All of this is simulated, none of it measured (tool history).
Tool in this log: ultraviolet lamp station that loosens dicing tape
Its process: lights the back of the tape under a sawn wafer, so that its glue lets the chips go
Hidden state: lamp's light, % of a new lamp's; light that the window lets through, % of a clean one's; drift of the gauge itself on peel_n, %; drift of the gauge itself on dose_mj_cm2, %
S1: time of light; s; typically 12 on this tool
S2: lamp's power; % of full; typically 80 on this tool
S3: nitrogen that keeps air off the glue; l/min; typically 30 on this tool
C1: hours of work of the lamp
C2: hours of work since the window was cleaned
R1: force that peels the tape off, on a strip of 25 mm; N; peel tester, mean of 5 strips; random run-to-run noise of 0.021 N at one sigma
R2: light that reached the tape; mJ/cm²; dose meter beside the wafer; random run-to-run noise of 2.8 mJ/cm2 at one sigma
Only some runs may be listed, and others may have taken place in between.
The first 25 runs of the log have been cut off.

run,hour,S1,S2,S3,C1,C2,R1,R2
26,839.7,10,93,28,1098,216,1.200,379
27,886.0,10,93,28,1125,242,1.186,373
28,928.8,6,65,30,1149,267,3.846,155
# hour 935.7: lamp changed
29,957.1,21,84,30,12,283,0.201,715
30,998.2,7,97,50,36,306,1.553,276
31,1024.2,11,80,29,51,321,1.230,356
32,1066.2,11,80,29,75,345,1.277,357
33,1115.2,11,80,29,103,373,1.237,357
34,1142.0,9,82,20,118,389,2.097,301
# hour 1149.9: window cleaned of glue's vapour
35,1192.1,9,73,20,147,24,2.391,263
36,1240.0,9,73,20,174,52,2.501,266
37,1280.6,9,73,20,198,75,2.516,267
38,1317.8,20,73,31,219,96,0.351,584
39,1361.8,20,97,31,244,122,0.151,781
40,1406.8,6,88,57,270,147,2.181,218
41,1448.9,6,88,57,294,172,2.231,215
42,1470.7,12,80,30,307,184,1.034,382
43,1496.6,23,94,43,322,199,0.086,872

Predict each of these 4 candidate next runs independently; none follows another, all start after run 43:
A,1523.5,8,94,16,337,214,?,?
B,1523.5,11,94,43,337,214,?,?
C,1523.5,23,95,10,337,214,?,?
D,1523.5,7,94,44,337,214,?,?

run,R1,R2
A,2.391,307
B,0.706,417
C,0.343,885
D,1.722,266
Without the tool's unlogged condition, the same runs would have read:
run,R1,R2
A,2.386,307
B,0.703,418
C,0.342,886
D,1.718,266
